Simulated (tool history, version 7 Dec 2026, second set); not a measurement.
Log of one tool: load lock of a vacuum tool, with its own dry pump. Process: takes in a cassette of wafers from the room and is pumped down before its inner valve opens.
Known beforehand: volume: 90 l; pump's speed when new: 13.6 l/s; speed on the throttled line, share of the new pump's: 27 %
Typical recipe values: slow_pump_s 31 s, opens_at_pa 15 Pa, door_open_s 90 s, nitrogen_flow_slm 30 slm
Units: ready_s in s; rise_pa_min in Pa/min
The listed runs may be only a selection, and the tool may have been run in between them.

| run | hour | slow_pump_s | opens_at_pa | door_open_s | nitrogen_flow_slm | incoming humidity of the room's air, % | ready_s | rise_pa_min |
|---|---|---|---|---|---|---|---|---|
| 1 | 0 | 31 | 15 | 90 | 30 | 46.7 | 86.9 | 0.074 |
| 2 | 102 | 31 | 15 | 90 | 29 | 45.2 | 85.7 | 0.077 |
| 3 | 192.4 | 30 | 15 | 90 | 30 | 47.4 | 85.9 | 0.077 |
| 4 | 292.3 | 31 | 15 | 90 | 30 | 39.9 | 86.8 | 0.071 |
| 5 | 371.4 | 31 | 15 | 90 | 30 | 40.7 | 85.3 | 0.077 |
| 6 | 467.7 | 31 | 15 | 90 | 30 | 45.5 | 86.9 | 0.083 |
| 7 | 520.1 | 38 | 15 | 90 | 30 | 42.9 | 91.7 | 0.08 |
| 8 | 622.4 | 38 | 15 | 90 | 30 | 45.2 | 91.4 | 0.087 |
| 9 | 709.9 | 38 | 15 | 90 | 30 | 45.8 | 92.3 | 0.086 |
| 10 | 764.6 | 38 | 15 | 90 | 30 | 45.3 | 91.9 | 0.087 |
| 11 | 824.2 | 31 | 15 | 26 | 30 | 45.4 | 87.2 | 0.071 |
| 12 | 888.3 | 31 | 15 | 26 | 30 | 45.5 | 86.9 | 0.076 |
| 13 | 956.1 | 31 | 15 | 26 | 30 | 44.3 | 87.5 | 0.077 |
| 14 | 1017.6 | 43 | 15 | 90 | 30 | 45.5 | 96.3 | 0.094 |
| 15 | 1071.8 | 31 | 15 | 90 | 30 | 43.7 | 87.1 | 0.094 |
| 16 | 1150 | 17 | 18 | 90 | 30 | 42.7 | 75.9 | 0.091 |
| 17 | 1234.3 | 31 | 15 | 90 | 44 | 45.3 | 86.8 | 0.09 |
| 18 | 1302.3 | 35 | 13 | 197 | 8 | 48.5 | 92 | 0.155 |
| 19 | 1375.8 | 31 | 15 | 100 | 15 | 46.2 | 87.9 | 0.117 |
| 20 | 1418.9 | 36 | 30 | 48 | 9 | 47.7 | 86.3 | 0.105 |
| 21 | 1511.1 | 31 | 15 | 59 | 5 | 47.8 | 87.3 | 0.121 |
| 22 | 1557.7 | 38 | 15 | 59 | 17 | 46 | 91.8 | 0.104 |
| 23 | 1616.3 | 33 | 10 | 59 | 16 | 44.7 | 93.2 | 0.107 |
| 24 | 1667.2 | 31 | 16 | 90 | 18 | 48.1 | 86.6 | 0.119 |
| 25 | 1769.6 | 31 | 16 | 90 | 18 | 42.7 | 86.9 | 0.119 |
| 26 | 1867.5 | 31 | 16 | 90 | 18 | 44.1 | 86.3 | 0.123 |
| 27 | 1926.5 | 21 | 13 | 26 | 18 | 42.7 | 82.1 | 0.109 |
| 28 | 2027.6 | 16 | 16 | 40 | 37 | 42.8 | 77.1 | 0.097 |

Selected run-to-run steps in ready_s, each split into two signed amounts: the part the tool would show with no hidden state at all (from settings, incoming material and random variation), and the remainder, which goes to the hidden state together with any gauge scatter not common to the measured and the hidden-state-free results:
Hidden state present: pump's speed, % of a new pump's; leak at the door's seal, Pa l/s; drift of the gauge itself on ready_s, %; drift of the gauge itself on rise_pa_min, %.
Run 15 -> 16: slow_pump_s 31 -> 17, opens_at_pa 15 -> 18. ready_s -11.2 s: hidden state +0.2, all else -11.4.
Run 16 -> 17: slow_pump_s 17 -> 31, opens_at_pa 18 -> 15, nitrogen_flow_slm 30 -> 44. ready_s +10.9 s: hidden state -0.2, all else +11.1.
Run 19 -> 20: slow_pump_s 31 -> 36, opens_at_pa 15 -> 30, door_open_s 100 -> 48, nitrogen_flow_slm 15 -> 9. ready_s -1.6 s: hidden state -0.7, all else -0.9.
Run 20 -> 21: slow_pump_s 36 -> 31, opens_at_pa 30 -> 15, door_open_s 48 -> 59, nitrogen_flow_slm 9 -> 5. ready_s +1 s: hidden state +0.7, all else +0.3.

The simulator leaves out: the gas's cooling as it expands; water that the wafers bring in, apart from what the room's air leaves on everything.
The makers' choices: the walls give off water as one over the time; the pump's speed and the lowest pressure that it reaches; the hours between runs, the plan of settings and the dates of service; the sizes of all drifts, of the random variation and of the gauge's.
